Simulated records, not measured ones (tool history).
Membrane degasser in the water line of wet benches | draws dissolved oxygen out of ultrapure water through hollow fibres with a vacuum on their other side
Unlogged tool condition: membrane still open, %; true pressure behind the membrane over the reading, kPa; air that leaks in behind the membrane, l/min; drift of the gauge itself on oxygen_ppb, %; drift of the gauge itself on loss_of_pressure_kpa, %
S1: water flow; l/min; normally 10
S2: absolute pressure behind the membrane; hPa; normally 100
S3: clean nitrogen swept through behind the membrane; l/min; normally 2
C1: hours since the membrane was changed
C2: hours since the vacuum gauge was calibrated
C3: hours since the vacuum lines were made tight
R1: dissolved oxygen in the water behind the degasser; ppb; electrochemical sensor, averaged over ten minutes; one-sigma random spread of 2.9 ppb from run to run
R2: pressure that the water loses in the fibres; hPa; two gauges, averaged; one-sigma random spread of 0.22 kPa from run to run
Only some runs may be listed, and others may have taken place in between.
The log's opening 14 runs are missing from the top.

Run 15, hour 1378.4: usual settings; C1 3793; C2 6786; C3 4756. Result: R1 309.4 ppb, R2 555.5 hPa.
Run 16, hour 1498.2: usual settings but S2 109 hPa; C1 3913; C2 6906; C3 4876. Result: R1 313.5 ppb, R2 560.5 hPa.
At hour 1510: vacuum gauge calibrated.
Run 17, hour 1558.6: usual settings but S1 8 l/min, S2 109 hPa; C1 3973; C2 49; C3 4936. Result: R1 182.5 ppb, R2 448.6 hPa.
Run 18, hour 1690.1: usual settings but S1 8 l/min, S2 66 hPa; C1 4104; C2 180; C3 5068. Result: R1 141.9 ppb, R2 450 hPa.
Run 19, hour 1800: usual settings but S1 8 l/min, S2 158 hPa, S3 1.09 l/min; C1 4214; C2 290; C3 5178. Result: R1 328.2 ppb, R2 447.3 hPa.
Run 20, hour 1922.6: usual settings but S1 8 l/min, S2 158 hPa, S3 1.09 l/min; C1 4337; C2 413; C3 5300. Result: R1 331.1 ppb, R2 446.5 hPa.
Run 21, hour 2049.8: usual settings but S1 6 l/min, S3 1.68 l/min; C1 4464; C2 540; C3 5427. Result: R1 96.6 ppb, R2 336.7 hPa.
Run 22, hour 2162.8: usual settings but S2 154 hPa; C1 4577; C2 653; C3 5540. Result: R1 364.2 ppb, R2 561.2 hPa.
Run 23, hour 2270.3: usual settings but S2 154 hPa; C1 4685; C2 760; C3 5648. Result: R1 371.7 ppb, R2 560.3 hPa.
Run 24, hour 2326.7: usual settings but S1 13 l/min, S2 154 hPa, S3 1.5 l/min; C1 4741; C2 817; C3 5704. Result: R1 666.2 ppb, R2 725.2 hPa.
Run 25, hour 2392: usual settings but S1 13 l/min, S2 154 hPa, S3 1.52 l/min; C1 4806; C2 882; C3 5770. Result: R1 684.5 ppb, R2 727 hPa.
Run 26, hour 2481.9: usual settings but S1 11 l/min, S2 75 hPa, S3 1.52 l/min; C1 4896; C2 972; C3 5859. Result: R1 374.8 ppb, R2 622.9 hPa.
Run 27, hour 2607.5: usual settings but S1 11 l/min, S2 75 hPa, S3 1.52 l/min; C1 5022; C2 1097; C3 5985. Result: R1 370.7 ppb, R2 622.8 hPa.
Run 28, hour 2719.3: usual settings but S1 8 l/min, S2 193 hPa, S3 1.52 l/min; C1 5134; C2 1209; C3 6097. Result: R1 315.8 ppb, R2 449.5 hPa.
Run 29, hour 2837.6: usual settings but S2 122 hPa, S3 1.02 l/min; C1 5252; C2 1328; C3 6215. Result: R1 428.4 ppb, R2 564.5 hPa.
Run 30, hour 2910.2: usual settings but S2 122 hPa, S3 1.02 l/min; C1 5324; C2 1400; C3 6288. Result: R1 429.9 ppb, R2 561.3 hPa.
Run 31, hour 2982.5: usual settings but S1 8 l/min, S2 75 hPa, S3 1.02 l/min; C1 5397; C2 1472; C3 6360. Result: R1 192.1 ppb, R2 451.4 hPa.
Run 32, hour 3098.5: usual settings but S1 8 l/min, S2 75 hPa, S3 1.02 l/min; C1 5513; C2 1588; C3 6476. Result: R1 190.6 ppb, R2 449.1 hPa.

Forecast each of these 3 alternatives for the next run:
Run A, hour 3195.3: usual settings but S1 8 l/min, S2 105 hPa, S3 1.77 l/min; C1 5610; C2 1685; C3 6573. Result: R1 ?, R2 ?.
Run B, hour 3195.3: usual settings but S2 68 hPa; C1 5610; C2 1685; C3 6573. Result: R1 ?, R2 ?.
Run C, hour 3195.3: usual settings but S1 11 l/min, S2 129 hPa, S3 2.26 l/min; C1 5610; C2 1685; C3 6573. Result: R1 ?, R2 ?.

run     R1     R2
  A  191.9  452.4
  B    277    562
  C  416.7  620.3
The same runs, with their run-to-run variation unchanged, on a tool lacking any hidden condition would have given:
run     R1     R2
  A  174.4  438.7
  B  250.9    545
  C  383.6  601.4
